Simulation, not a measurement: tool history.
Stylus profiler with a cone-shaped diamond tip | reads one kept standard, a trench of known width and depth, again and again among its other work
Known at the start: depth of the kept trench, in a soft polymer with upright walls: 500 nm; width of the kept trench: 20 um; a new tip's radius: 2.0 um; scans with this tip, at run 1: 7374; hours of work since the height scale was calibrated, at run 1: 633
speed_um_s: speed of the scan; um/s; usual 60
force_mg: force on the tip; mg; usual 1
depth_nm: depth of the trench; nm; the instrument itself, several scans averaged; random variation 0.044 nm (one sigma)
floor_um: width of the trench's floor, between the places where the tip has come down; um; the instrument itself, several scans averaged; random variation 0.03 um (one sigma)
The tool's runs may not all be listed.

run	hour	speed_um_s	force_mg	scans with this tip	hours of work since the height scale was calibrated	depth_nm	floor_um
1	0	60	1	7374	633	504.01	16.26
2	41.8	60	1	7720	662	504.04	16.27
3	75	60	2.25	7995	686	506.49	16.24
4	94.9	60	1	8159	700	504.14	16.17
5	130.8	60	1	8456	726	504.07	16.19
6	156.8	60	1	8672	744	504.2	16.17
# hour 159.9: height scale calibrated on a step standard
7	196.5	18	2.02	8995	26	506.27	16.29
8	223.2	235	1.06	9216	45	504.42	15.55
# hour 233.5: height scale calibrated on a step standard, once more
9	257	235	1.06	9492	17	503.46	15.47
10	280.8	60	0.63	9689	34	502.41	16
11	301	106	0.63	9856	48	502.42	15.78

The same runs without the tool's hidden state, with the same run-to-run variation:
The hidden state here: radius of the tip, um; height scale over the true one, %; drift of the gauge itself on depth_nm, %; drift of the gauge itself on floor_um, %.
run	depth_nm	floor_um
1	503.28	17.11
2	503.29	17.16
3	505.72	17.16
4	503.35	17.11
5	503.27	17.15
6	503.38	17.15
7	505.3	17.3
8	503.43	16.58
9	503.51	16.52
10	502.44	17.08
11	502.45	16.87
